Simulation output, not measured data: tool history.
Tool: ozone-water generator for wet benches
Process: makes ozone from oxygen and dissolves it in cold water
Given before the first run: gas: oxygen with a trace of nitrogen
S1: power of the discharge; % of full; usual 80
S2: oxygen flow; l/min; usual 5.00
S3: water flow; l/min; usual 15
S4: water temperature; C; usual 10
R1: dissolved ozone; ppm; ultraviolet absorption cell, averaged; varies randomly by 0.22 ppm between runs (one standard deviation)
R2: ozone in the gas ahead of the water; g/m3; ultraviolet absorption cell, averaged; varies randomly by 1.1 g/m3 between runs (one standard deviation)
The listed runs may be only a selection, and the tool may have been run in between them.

run 1 hour=0.0 | S1=80 S2=5.00 S3=15 S4=10 | R1=31.7 R2=204.3
run 2 hour=132.3 | S1=80 S2=5.00 S3=14 S4=10 | R1=33.2 R2=203.5
run 3 hour=228.2 | S1=80 S2=5.00 S3=15 S4=10 | R1=31.6 R2=203.3
run 4 hour=338.1 | S1=80 S2=5.00 S3=15 S4=10 | R1=31.2 R2=202.4
run 5 hour=433.8 | S1=80 S2=5.00 S3=15 S4=10 | R1=31.6 R2=202.4
run 6 hour=505.6 | S1=80 S2=5.00 S3=15 S4=10 | R1=31.4 R2=202.3
run 7 hour=563.4 | S1=80 S2=5.00 S3=15 S4=10 | R1=31.1 R2=202.9
run 8 hour=656.0 | S1=80 S2=5.00 S3=15 S4=10 | R1=31.3 R2=202.5
run 9 hour=716.6 | S1=80 S2=5.00 S3=15 S4=5 | R1=33.7 R2=203.3
run 10 hour=809.0 | S1=80 S2=5.00 S3=15 S4=11 | R1=30.1 R2=202.8
run 11 hour=919.9 | S1=80 S2=2.94 S3=15 S4=10 | R1=31.0 R2=277.7
run 12 hour=1055.9 | S1=80 S2=5.00 S3=15 S4=10 | R1=30.9 R2=201.7
run 13 hour=1144.1 | S1=80 S2=5.00 S3=15 S4=10 | R1=30.6 R2=199.5
run 14 hour=1204.3 | S1=80 S2=5.00 S3=15 S4=10 | R1=30.4 R2=200.4
run 15 hour=1288.6 | S1=80 S2=5.00 S3=15 S4=10 | R1=30.8 R2=199.5
run 16 hour=1380.4 | S1=80 S2=2.78 S3=15 S4=10 | R1=30.8 R2=289.4
run 17 hour=1519.1 | S1=80 S2=2.78 S3=15 S4=10 | R1=30.5 R2=287.8
run 18 hour=1598.0 | S1=51 S2=8.43 S3=15 S4=10 | R1=22.2 R2=112.2
run 19 hour=1687.5 | S1=50 S2=8.43 S3=12 S4=11 | R1=24.9 R2=111.8
run 20 hour=1747.1 | S1=62 S2=5.00 S3=16 S4=17 | R1=23.1 R2=175.0
run 21 hour=1871.2 | S1=80 S2=7.22 S3=20 S4=10 | R1=23.4 R2=157.0
run 22 hour=1966.0 | S1=80 S2=7.22 S3=20 S4=10 | R1=23.0 R2=157.2
run 23 hour=2083.0 | S1=55 S2=7.22 S3=20 S4=14 | R1=17.9 R2=130.3
run 24 hour=2175.3 | S1=55 S2=7.80 S3=23 S4=14 | R1=15.9 R2=121.6
run 25 hour=2306.2 | S1=41 S2=3.43 S3=16 S4=15 | R1=19.2 R2=178.7
run 26 hour=2363.8 | S1=81 S2=5.88 S3=15 S4=10 | R1=29.7 R2=177.8
run 27 hour=2484.8 | S1=65 S2=5.00 S3=23 S4=10 | R1=18.7 R2=178.0
run 28 hour=2563.8 | S1=65 S2=5.00 S3=21 S4=5 | R1=21.2 R2=179.2
run 29 hour=2645.3 | S1=65 S2=5.00 S3=21 S4=12 | R1=19.5 R2=175.4
run 30 hour=2739.4 | S1=67 S2=6.45 S3=10 S4=14 | R1=31.7 R2=154.6
run 31 hour=2807.7 | S1=67 S2=6.45 S3=10 S4=14 | R1=31.4 R2=153.0
run 32 hour=2888.7 | S1=59 S2=5.00 S3=15 S4=10 | R1=25.2 R2=168.0

Not shown here: 1 entry made in the log between runs. Locate each between two listed runs and compare the hidden state at the listed run before it with the hidden state at the listed run after it:
In the gap between runs 24 and 25: water thermometer calibrated (hour 2209.8)
  yield of the discharge, % of new electrodes': 96.7 -> 96.5; contactor's efficiency, % of a clean one's: 90.8 -> 90.5; true water temperature over the reading, C: 0.2 -> 0.01
  measured result minus the result with no hidden state, R1: -1.2 -> -1.2 ppm; R2: -3.6 -> -4.6 g/m3
